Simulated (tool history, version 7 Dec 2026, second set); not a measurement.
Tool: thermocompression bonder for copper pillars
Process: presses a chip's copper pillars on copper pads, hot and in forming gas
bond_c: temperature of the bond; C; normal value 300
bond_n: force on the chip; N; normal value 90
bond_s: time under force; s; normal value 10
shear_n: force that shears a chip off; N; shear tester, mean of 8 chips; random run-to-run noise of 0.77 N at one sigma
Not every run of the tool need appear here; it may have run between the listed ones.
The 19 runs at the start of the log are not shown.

run,day,bond_c,bond_n,bond_s,shear_n
20,18.575,315,90,18,74.5
21,19.729,324,129,18,91.0
22,20.812,296,83,18,63.0
23,21.446,288,90,10,52.8
24,22.371,288,90,10,53.7
25,23.112,300,78,29,70.2
# day 23.325: forming gas filter changed
26,23.854,300,77,26,68.6
27,25.254,311,77,16,62.6
28,25.825,300,90,7,52.4
29,26.712,300,76,10,50.0
30,27.671,300,76,10,47.8

Run 31 is up next; what results do you expect?
31,29.050,302,59,6,?

shear_n: 31.3 N
Were there no unlogged condition in the tool, this run, its random variation unchanged, would have produced shear_n 31.5 N.
